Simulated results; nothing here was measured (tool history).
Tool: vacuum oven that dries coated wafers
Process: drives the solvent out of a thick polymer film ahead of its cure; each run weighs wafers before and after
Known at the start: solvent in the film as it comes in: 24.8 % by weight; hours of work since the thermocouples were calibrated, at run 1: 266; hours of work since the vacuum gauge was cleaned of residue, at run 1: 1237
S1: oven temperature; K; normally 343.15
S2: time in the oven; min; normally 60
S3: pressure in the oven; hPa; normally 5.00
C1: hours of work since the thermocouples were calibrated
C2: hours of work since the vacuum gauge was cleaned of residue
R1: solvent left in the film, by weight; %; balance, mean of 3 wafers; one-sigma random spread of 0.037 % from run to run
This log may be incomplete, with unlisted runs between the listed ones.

{"run": 1, "hour": 0.0, "S1": 343.15, "S2": 60, "S3": 5.0, "C1": 266, "C2": 1237, "R1": 1.08}
{"run": 2, "hour": 35.1, "S1": 343.15, "S2": 60, "S3": 5.0, "C1": 287, "C2": 1258, "R1": 1.09}
{"run": 3, "hour": 82.2, "S1": 358.15, "S2": 60, "S3": 5.0, "C1": 316, "C2": 1287, "R1": 0.09}
{"run": 4, "hour": 135.9, "S1": 343.15, "S2": 60, "S3": 5.0, "C1": 349, "C2": 1320, "R1": 1.11}
{"run": 5, "hour": 163.1, "S1": 343.15, "S2": 60, "S3": 5.0, "C1": 366, "C2": 1337, "R1": 1.03}
{"run": 6, "hour": 208.9, "S1": 343.15, "S2": 60, "S3": 5.0, "C1": 394, "C2": 1365, "R1": 1.07}
{"run": 7, "hour": 248.4, "S1": 343.15, "S2": 60, "S3": 5.0, "C1": 418, "C2": 1389, "R1": 1.07}
{"run": 8, "hour": 281.6, "S1": 343.15, "S2": 60, "S3": 5.0, "C1": 439, "C2": 1409, "R1": 1.07}
{"run": 9, "hour": 315.6, "S1": 343.15, "S2": 60, "S3": 9.3, "C1": 459, "C2": 1430, "R1": 1.18}
{"run": 10, "hour": 348.1, "S1": 343.15, "S2": 60, "S3": 9.3, "C1": 479, "C2": 1450, "R1": 1.17}
{"run": 11, "hour": 390.0, "S1": 343.15, "S2": 55, "S3": 9.3, "C1": 505, "C2": 1476, "R1": 1.44}
{"run": 12, "hour": 438.5, "S1": 343.15, "S2": 55, "S3": 9.3, "C1": 535, "C2": 1506, "R1": 1.43}
{"run": 13, "hour": 473.7, "S1": 343.15, "S2": 55, "S3": 9.3, "C1": 556, "C2": 1527, "R1": 1.41}
{"run": 14, "hour": 503.0, "S1": 343.15, "S2": 55, "S3": 9.3, "C1": 574, "C2": 1545, "R1": 1.35}
{"run": 15, "hour": 539.0, "S1": 343.15, "S2": 55, "S3": 9.3, "C1": 596, "C2": 1567, "R1": 1.38}
{"run": 16, "hour": 563.3, "S1": 343.15, "S2": 55, "S3": 9.3, "C1": 611, "C2": 1582, "R1": 1.33}
{"run": 17, "hour": 592.0, "S1": 343.15, "S2": 55, "S3": 9.3, "C1": 629, "C2": 1600, "R1": 1.44}
{"run": 18, "hour": 645.5, "S1": 343.15, "S2": 55, "S3": 9.3, "C1": 662, "C2": 1633, "R1": 1.39}
{"run": 19, "hour": 701.0, "S1": 338.15, "S2": 36, "S3": 5.3, "C1": 696, "C2": 1667, "R1": 5.02}
{"run": 20, "hour": 746.0, "S1": 338.15, "S2": 89, "S3": 8.98, "C1": 723, "C2": 1694, "R1": 1.0}
{"run": 21, "hour": 782.2, "S1": 338.15, "S2": 89, "S3": 8.98, "C1": 745, "C2": 1716, "R1": 1.02}
{"hour": 800.4, "done": "oven's thermocouples calibrated"}
{"run": 22, "hour": 838.8, "S1": 343.15, "S2": 68, "S3": 18.35, "C1": 24, "C2": 1750, "R1": 1.29}
{"run": 23, "hour": 865.4, "S1": 343.15, "S2": 68, "S3": 18.35, "C1": 40, "C2": 1766, "R1": 1.35}
{"run": 24, "hour": 890.2, "S1": 343.15, "S2": 39, "S3": 4.76, "C1": 55, "C2": 1781, "R1": 3.14}
{"run": 25, "hour": 945.1, "S1": 346.15, "S2": 35, "S3": 7.39, "C1": 89, "C2": 1815, "R1": 2.75}
{"run": 26, "hour": 967.9, "S1": 346.15, "S2": 35, "S3": 7.39, "C1": 103, "C2": 1829, "R1": 2.78}
{"run": 27, "hour": 1009.8, "S1": 346.15, "S2": 62, "S3": 12.06, "C1": 128, "C2": 1855, "R1": 0.96}
{"run": 28, "hour": 1041.3, "S1": 354.15, "S2": 97, "S3": 18.05, "C1": 148, "C2": 1874, "R1": 0.46}
{"run": 29, "hour": 1086.6, "S1": 355.15, "S2": 100, "S3": 11.08, "C1": 175, "C2": 1902, "R1": 0.26}
{"run": 30, "hour": 1141.8, "S1": 340.15, "S2": 100, "S3": 11.08, "C1": 209, "C2": 1935, "R1": 0.8}
{"run": 31, "hour": 1179.4, "S1": 340.15, "S2": 100, "S3": 11.08, "C1": 232, "C2": 1959, "R1": 0.79}
{"run": 32, "hour": 1207.2, "S1": 353.15, "S2": 100, "S3": 11.58, "C1": 249, "C2": 1976, "R1": 0.22}
{"run": 33, "hour": 1249.6, "S1": 353.15, "S2": 100, "S3": 11.58, "C1": 275, "C2": 2002, "R1": 0.28}
{"run": 34, "hour": 1300.5, "S1": 335.15, "S2": 100, "S3": 11.58, "C1": 307, "C2": 2033, "R1": 1.51}

Some steps in R1, run to run, broken into two amounts with sign: the step expected even without the hidden condition (settings, incoming material, random variation), and the rest, left for the hidden condition together with whatever gauge scatter is not in both the measured and the hidden-condition-free result:
Hidden state present: true wafer temperature over the reading, C; true pressure over the reading, kPa; drift of the gauge itself on solvent_pct, %.
Run 18 -> 19: S1 343.15 -> 338.15, S2 55 -> 36, S3 9.30 -> 5.30. R1 +3.63 %: hidden state -0.28, all else +3.91.
Run 19 -> 20: S2 36 -> 89, S3 5.30 -> 8.98. R1 -4.02 %: hidden state +0.36, all else -4.38.
Run 21 -> 22: S1 338.15 -> 343.15, S2 89 -> 68, S3 8.98 -> 18.35, oven's thermocouples calibrated. R1 +0.27 %: hidden state +0.20, all else +0.07.
Run 26 -> 27: S2 35 -> 62, S3 7.39 -> 12.06. R1 -1.82 %: hidden state -0.01, all else -1.81.
